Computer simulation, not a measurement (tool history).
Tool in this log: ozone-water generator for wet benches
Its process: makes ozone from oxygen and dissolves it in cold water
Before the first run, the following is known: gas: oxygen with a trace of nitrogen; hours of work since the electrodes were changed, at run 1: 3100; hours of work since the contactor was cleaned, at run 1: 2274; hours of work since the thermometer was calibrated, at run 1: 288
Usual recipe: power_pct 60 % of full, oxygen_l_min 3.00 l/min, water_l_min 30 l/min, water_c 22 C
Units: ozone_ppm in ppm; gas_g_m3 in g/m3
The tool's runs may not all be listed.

run    hour  power_pct  oxygen_l_min  water_l_min  water_c  hours of work since the electrodes were changed  hours of work since the contactor was cleaned  hours of work since the thermometer was calibrated  ozone_ppm  gas_g_m3
  1     0.0         60          3.00           30       22                                             3100                                           2274                                                 288        8.7     171.7
  2    86.3         60          3.00           30       22                                             3161                                           2334                                                 348        8.3     170.7
  3   214.0         60          3.00           42       22                                             3250                                           2423                                                 437        5.9     171.7
  4   319.7         60          3.00           42       22                                             3323                                           2497                                                 511        5.9     171.2
  5   457.6         60          3.00           42       21                                             3419                                           2593                                                 607        5.8     172.2
  6   584.9         60          3.00           42       21                                             3508                                           2681                                                 696        5.8     172.5
  7   694.2         43          3.00           30       22                                             3584                                           2758                                                 772        6.0     129.1
  8   763.0         43          3.00           30       22                                             3632                                           2806                                                 820        6.2     128.5
  9   855.8         43          3.00           30       22                                             3697                                           2870                                                 885        6.3     129.0
 10   912.8         43          3.00           30       22                                             3737                                           2910                                                 924        6.1     127.9
 11  1038.4         43          3.00           30       22                                             3824                                           2998                                                1012        6.2     127.0
 12  1132.1         43          3.00           30       22                                             3890                                           3063                                                1077        6.1     127.3
 13  1213.9         43          3.00           30       22                                             3947                                           3120                                                1134        6.3     128.9
 14  1289.6         43          3.00           30       22                                             4000                                           3173                                                1187        6.1     127.5
     1344.4  -- contactor cleaned
 15  1376.4         43          3.00           30       22                                             4057                                             22                                                1245        6.0     128.0
 16  1460.3         60          3.00           30       19                                             4116                                             81                                                1303        8.5     171.8
 17  1555.8         60          3.00           30       19                                             4182                                            147                                                1370        8.5     171.3
 18  1693.6         60          3.00           42       22                                             4279                                            244                                                1466        5.8     171.8
 19  1788.7         60          5.27           30       22                                             4345                                            310                                                1532        8.7     125.5
 20  1910.2         60          5.27           30       22                                             4430                                            395                                                1617        8.9     126.7
 21  2035.5         60          2.03           19       22                                             4517                                            482                                                1704       12.4     211.3
 22  2162.1         60          2.03           19       22                                             4605                                            570                                                1793       12.1     212.4
 23  2270.8         42          3.21           41       17                                             4681                                            646                                                1868        4.7     120.2
 24  2378.6         60          3.14           30       15                                             4756                                            721                                                1944        8.9     167.6
 25  2466.8         60          1.68           26       15                                             4818                                            783                                                2005        8.7     238.0
 26  2566.7         60          1.68           26       15                                             4887                                            852                                                2075        8.8     236.4
 27  2666.6         60          1.68           26       15                                             4957                                            922                                                2144        8.8     238.2
 28  2763.1         72          5.02           33       21                                             5024                                            989                                                2212        9.7     153.3
 29  2854.0         66          3.74           33       22                                             5088                                           1053                                                2275        8.6     166.5
 30  2971.6         91          1.60           46       28                                             5170                                           1135                                                2357        6.3     352.0
 31  3110.0         91          1.60           46       28                                             5266                                           1231                                                2454        6.2     353.0
 32  3242.4         60          3.00           24       18                                             5359                                           1324                                                2546       10.7     171.5
 33  3367.6         60          2.82           30       29                                             5446                                           1411                                                2633        7.8     177.2

Here are 4 independent what-if runs from the current tool condition. What would each one return?
  A  3441.5         57          3.00           37       19                                             5497                                           1462                                                2685          ?         ?
  B  3441.5         61          3.00           30       22                                             5497                                           1462                                                2685          ?         ?
  C  3441.5         54          1.79           30       29                                             5497                                           1462                                                2685          ?         ?
  D  3441.5         60          2.82           30       25                                             5497                                           1462                                                2685          ?         ?

run  ozone_ppm  gas_g_m3
  A        6.8     165.4
  B        8.5     175.2
  C        6.5     209.3
  D        8.1     175.9
With the hidden condition removed and each run's random variation left untouched, the same runs would have given:
run  ozone_ppm  gas_g_m3
  A        6.8     165.9
  B        8.5     175.8
  C        6.5     210.0
  D        8.1     176.6

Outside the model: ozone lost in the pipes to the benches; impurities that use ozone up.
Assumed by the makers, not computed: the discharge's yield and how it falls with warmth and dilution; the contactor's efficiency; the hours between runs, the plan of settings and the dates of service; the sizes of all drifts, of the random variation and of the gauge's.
